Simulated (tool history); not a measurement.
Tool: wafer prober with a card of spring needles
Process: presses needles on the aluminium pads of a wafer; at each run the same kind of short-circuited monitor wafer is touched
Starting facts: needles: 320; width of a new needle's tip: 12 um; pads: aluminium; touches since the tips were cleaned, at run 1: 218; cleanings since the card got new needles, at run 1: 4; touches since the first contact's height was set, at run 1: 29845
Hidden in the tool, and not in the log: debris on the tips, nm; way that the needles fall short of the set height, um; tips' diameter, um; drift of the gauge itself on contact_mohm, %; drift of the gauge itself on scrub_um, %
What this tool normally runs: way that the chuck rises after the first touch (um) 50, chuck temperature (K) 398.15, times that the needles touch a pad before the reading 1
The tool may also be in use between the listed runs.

run	hour	way that the chuck rises after the first touch (um)	chuck temperature (K)	times that the needles touch a pad before the reading	touches since the tips were cleaned	cleanings since the card got new needles	touches since the first contact's height was set	resistance of one needle with its contact and lead (mohm)	way that a needle slides on the pad (um)
1	0.0	50	398.15	1	218	4	29845	289	10.76
2	10.2	50	398.15	1	1849	4	31476	361	10.73
3	18.2	50	398.15	1	3127	4	32754	380	10.74
4	23.4	50	398.15	1	3972	4	33599	396	10.76
5	28.1	50	398.15	1	4725	4	34352	404	10.76
6	34.7	50	398.15	1	5781	4	35408	406	10.75
# hour 38.2: tips cleaned on abrasive film
7	42.6	50	398.15	1	699	5	36646	445	10.75
8	47.3	50	313.15	1	1453	5	37400	446	10.73
9	57.8	50	313.15	1	3145	5	39092	431	10.74
10	62.4	50	313.15	1	3876	5	39823	428	10.75
11	68.1	50	313.15	1	4788	5	40735	416	10.74
# hour 77.7: tips cleaned on abrasive film
12	78.1	50	313.15	1	58	6	42321	257	10.73

The next listed run, before its measurement:
13	86.2	46	304.15	2	1356	6	43619	?	?

resistance of one needle with its contact and lead (mohm): 304
way that a needle slides on the pad (um): 9.88
Without the tool's hidden state the same run would have given resistance of one needle with its contact and lead (mohm) 235, way that a needle slides on the pad (um) 9.93.
